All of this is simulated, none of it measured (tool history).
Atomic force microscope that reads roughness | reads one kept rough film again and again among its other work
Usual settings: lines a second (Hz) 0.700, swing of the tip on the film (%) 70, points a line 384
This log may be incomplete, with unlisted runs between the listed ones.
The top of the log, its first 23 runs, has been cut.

| run | day | lines a second (Hz) | swing of the tip on the film (%) | points a line | pictures with this tip | hours of work since the height scale was calibrated | roughness of the kept film (nm (root mean square)) |
|---|---|---|---|---|---|---|---|
| 24 | 14.462 | 0.579 | 89 | 300 | 71 | 442 | 1.023 |
| 25 | 14.858 | 0.579 | 64 | 555 | 77 | 447 | 1.089 |
| 26 | 15.604 | 0.700 | 64 | 384 | 89 | 454 | 1.079 |
| 27 | 16.212 | 0.700 | 70 | 373 | 99 | 461 | 1.057 |
| 28 | 16.642 | 1.099 | 70 | 316 | 106 | 465 | 1.048 |
| 29 | 17.054 | 2.395 | 56 | 566 | 112 | 470 | 1.069 |
| 30 | 17.812 | 2.395 | 56 | 566 | 125 | 478 | 1.076 |
| 31 | 18.258 | 0.634 | 70 | 336 | 132 | 482 | 1.064 |
| 32 | 18.621 | 0.520 | 79 | 314 | 138 | 486 | 1.059 |
| 33 | 19.446 | 0.589 | 79 | 678 | 151 | 495 | 1.069 |
| 34 | 19.958 | 0.700 | 77 | 411 | 159 | 500 | 1.064 |
|  | 20.062 | new tip fitted |
| 35 | 20.358 | 0.700 | 70 | 388 | 5 | 504 | 1.072 |
| 36 | 20.792 | 0.569 | 70 | 388 | 12 | 508 | 1.068 |
| 37 | 21.208 | 1.444 | 82 | 432 | 19 | 513 | 1.007 |
| 38 | 21.858 | 3.531 | 68 | 315 | 29 | 520 | 0.975 |
| 39 | 22.562 | 3.531 | 68 | 315 | 40 | 527 | 0.985 |
| 40 | 23.404 | 2.034 | 59 | 384 | 54 | 536 | 1.061 |

Predict each of these 5 candidate next runs independently; none follows another, all start after run 40:
| A | 23.812 | 0.986 | 64 | 327 | 60 | 540 | ? |
| B | 23.812 | 2.034 | 89 | 384 | 60 | 540 | ? |
| C | 23.812 | 0.932 | 78 | 652 | 60 | 540 | ? |
| D | 23.812 | 2.034 | 84 | 409 | 60 | 540 | ? |
| E | 23.812 | 0.710 | 57 | 384 | 60 | 540 | ? |

| run | roughness of the kept film (nm (root mean square)) |
|---|---|
| A | 1.072 |
| B | 0.925 |
| C | 1.053 |
| D | 0.959 |
| E | 1.079 |
Take away the tool's hidden state, keep each run's random variation, and the runs would have read:
| run | roughness of the kept film (nm (root mean square)) |
|---|---|
| A | 1.073 |
| B | 0.926 |
| C | 1.054 |
| D | 0.960 |
| E | 1.080 |
